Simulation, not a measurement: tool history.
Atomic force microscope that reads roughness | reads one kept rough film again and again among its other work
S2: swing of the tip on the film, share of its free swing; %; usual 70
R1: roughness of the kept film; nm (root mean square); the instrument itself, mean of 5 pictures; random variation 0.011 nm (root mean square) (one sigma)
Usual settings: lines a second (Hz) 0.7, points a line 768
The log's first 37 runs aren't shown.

run 38 hour=590 | lines_a_second_(Hz)=0.769 S2=86 points_a_line=768 | R1=2.316
run 39 hour=599.7 | lines_a_second_(Hz)=0.769 S2=86 points_a_line=768 | R1=2.312
run 40 hour=622.1 | lines_a_second_(Hz)=0.718 S2=74 points_a_line=272 | R1=2.378
run 41 hour=638.9 | lines_a_second_(Hz)=0.718 S2=74 points_a_line=272 | R1=2.359
run 42 hour=661.4 | lines_a_second_(Hz)=0.718 S2=74 points_a_line=272 | R1=2.36
run 43 hour=670.6 | lines_a_second_(Hz)=1.855 S2=68 points_a_line=555 | R1=2.305
-- hour=675.7 new tip fitted
run 44 hour=680.7 | lines_a_second_(Hz)=0.583 S2=70 points_a_line=768 | R1=2.452
run 45 hour=692.1 | lines_a_second_(Hz)=1.2 S2=80 points_a_line=412 | R1=2.327
run 46 hour=702 | lines_a_second_(Hz)=1.318 S2=77 points_a_line=768 | R1=2.344
run 47 hour=723.5 | lines_a_second_(Hz)=0.744 S2=63 points_a_line=448 | R1=2.45
run 48 hour=734.5 | lines_a_second_(Hz)=2.908 S2=59 points_a_line=335 | R1=2.374
run 49 hour=745.6 | lines_a_second_(Hz)=0.7 S2=63 points_a_line=454 | R1=2.434
run 50 hour=756.4 | lines_a_second_(Hz)=1.234 S2=60 points_a_line=973 | R1=2.393

3 ways to go on from here, each from the tool as it stands after run 50. What would each give?
run A hour=775.9 | lines_a_second_(Hz)=3.736 S2=85 points_a_line=768 | R1=?
run B hour=775.9 | lines_a_second_(Hz)=1.133 S2=70 points_a_line=292 | R1=?
run C hour=775.9 | lines_a_second_(Hz)=1.627 S2=76 points_a_line=958 | R1=?

run=A R1=1.975
run=B R1=2.386
run=C R1=2.291
Without the tool's hidden state the same runs would have given:
run=A R1=1.996
run=B R1=2.412
run=C R1=2.315
